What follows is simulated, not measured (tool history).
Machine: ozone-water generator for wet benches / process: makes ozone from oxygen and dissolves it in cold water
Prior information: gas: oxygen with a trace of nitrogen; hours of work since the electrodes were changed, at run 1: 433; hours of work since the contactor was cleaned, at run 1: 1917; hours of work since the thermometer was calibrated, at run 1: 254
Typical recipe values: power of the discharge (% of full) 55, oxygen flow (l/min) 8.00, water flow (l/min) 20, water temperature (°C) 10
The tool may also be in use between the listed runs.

run	hour	power of the discharge (% of full)	oxygen flow (l/min)	water flow (l/min)	water temperature (°C)	hours of work since the electrodes were changed	hours of work since the contactor was cleaned	hours of work since the thermometer was calibrated	dissolved ozone (ppm)	ozone in the gas ahead of the water (g/m3)
1	0.0	55	8.00	20	10	433	1917	254	18.7	127.0
2	17.9	55	8.00	20	10	449	1933	270	18.8	127.4
3	55.9	55	8.00	20	10	483	1968	305	18.7	126.8
4	78.0	55	8.00	20	13	503	1988	325	18.2	128.1
5	108.0	55	8.00	20	13	530	2015	352	17.9	126.2
# hour 115.1: contactor cleaned
6	139.0	55	8.00	20	10	555	22	377	18.5	124.5
7	157.8	55	8.00	18	10	572	39	394	19.9	125.6
8	183.1	67	6.41	13	10	595	62	416	30.2	161.3
9	212.2	67	6.41	13	10	621	88	443	30.2	162.9
10	232.0	55	8.00	13	15	639	106	461	23.1	125.8
11	268.4	55	8.00	13	15	672	139	494	22.9	125.0

Forecast each of these 5 alternatives for the next run:
A	284.4	55	10.20	20	10	687	153	508	?	?
B	284.4	55	8.80	13	15	687	153	508	?	?
C	284.4	55	8.00	23	10	687	153	508	?	?
D	284.4	79	10.65	15	15	687	153	508	?	?
E	284.4	80	9.32	13	7	687	153	508	?	?

run	dissolved ozone (ppm)	ozone in the gas ahead of the water (g/m3)
A	18.3	111.9
B	22.8	120.5
C	15.9	125.8
D	26.7	144.9
E	35.7	157.7
Without the tool's hidden state the same runs would have given:
run	dissolved ozone (ppm)	ozone in the gas ahead of the water (g/m3)
A	20.4	114.1
B	24.9	122.9
C	17.9	128.3
D	29.6	148.7
E	39.3	161.9
